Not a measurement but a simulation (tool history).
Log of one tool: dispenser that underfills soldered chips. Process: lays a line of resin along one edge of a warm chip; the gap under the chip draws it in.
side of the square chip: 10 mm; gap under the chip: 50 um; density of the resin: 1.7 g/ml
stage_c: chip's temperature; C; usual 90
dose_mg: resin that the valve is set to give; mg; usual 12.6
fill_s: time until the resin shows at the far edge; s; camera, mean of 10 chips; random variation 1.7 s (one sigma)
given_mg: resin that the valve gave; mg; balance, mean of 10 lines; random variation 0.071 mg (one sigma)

run   hour  stage_c  dose_mg  fill_s  given_mg
  1      0       90     12.6   199.6     12.09
       5.3  -- new syringe of resin
  2    5.5       90     12.6   163.6     12.04
  3    8.8       90     12.6   183.2     12.01
  4   13.9       93     12.6   206.9     12.12
        16  -- new syringe of resin
  5     17       99     12.6   128.2     12.06
  6   23.8       99     12.6   165.7     12.05
      26.6  -- new syringe of resin
  7   28.9       90     12.6   171.6     12.05
  8   33.9       90     12.6   209.3     12.01
      37.5  -- new syringe of resin
  9   38.1       90     12.6   163.1     11.89
 10     43       90     11.4     201     10.69
      48.2  -- new syringe of resin
 11   48.9       90     10.8   177.6     10.23
 12   55.2       90     10.8     222     10.15
      58.8  -- new syringe of resin
 13   60.7       90     10.8   176.8     10.19
 14   65.3       90     10.8   209.5      10.2
      69.4  -- new syringe of resin
 15     72       90     10.8   189.7      9.97
 16   74.8       90     12.6   198.1     11.82
      79.3  -- dispensing valve cleaned and set on the balance
        81  -- new syringe of resin
 17   81.1       90     12.6   153.1     12.73
 18   86.3       90     12.6   191.9     12.64
 19   89.1       87     15.4   223.7     15.33
      91.6  -- new syringe of resin
 20   92.7       81     14.7   205.4      14.6
 21   99.2       83     12.5   253.1     12.42
     102.5  -- new syringe of resin
 22  103.2       92     11.8   153.1     11.65
 23  107.1       92     11.8   178.1     11.62
     113.5  -- new syringe of resin
 24  113.5       94     13.6   138.6     13.39
 25  120.1       83     13.3   242.7     13.03
     124.2  -- new syringe of resin
 26  126.3       90     13.7   164.8     13.54
 27  129.1       96     11.3   162.8     11.04
 28  131.9       99     14.4     159     14.16
     135.1  -- new syringe of resin
 29  136.4       99     14.4   122.1     14.19
 30  140.4       98     12.9   151.2     12.58
     145.9  -- new syringe of resin
 31  147.4       90       11   173.9     10.67
 32  154.1       96     12.6     179     12.34
     156.7  -- new syringe of resin
 33  159.1      102     12.9   119.8     12.54

The same runs without the tool's hidden state, with the same run-to-run variation:
The hidden state here: resin's viscosity, % of fresh resin's; dose that the valve gives, % of what is set; true chip temperature over the reading, C; drift of the gauge itself on fill_s, %; drift of the gauge itself on given_mg, %.
run  fill_s  given_mg
  1   166.2     12.55
  2   164.4     12.52
  3   162.5     12.51
  4   151.3     12.64
  5   125.8      12.6
  6     126     12.62
  7     162     12.65
  8   163.9     12.63
  9   165.3     12.53
 10   168.1     11.29
 11   173.9     10.82
 12   171.3     10.76
 13   167.1     10.83
 14     166     10.86
 15   171.8     10.65
 16   163.5     12.63
 17   160.1     12.72
 18   164.4     12.67
 19   172.9     15.38
 20   206.5     14.67
 21   198.9     12.51
 22     156     11.75
 23   156.4     11.73
 24   146.6     13.56
 25   200.6     13.23
 26   159.9     13.78
 27   141.5     11.24
 28   124.8     14.44
 29   123.6     14.49
 30   131.7     12.87
 31   170.5     10.95
 32   136.4     12.69
 33   114.9     12.92
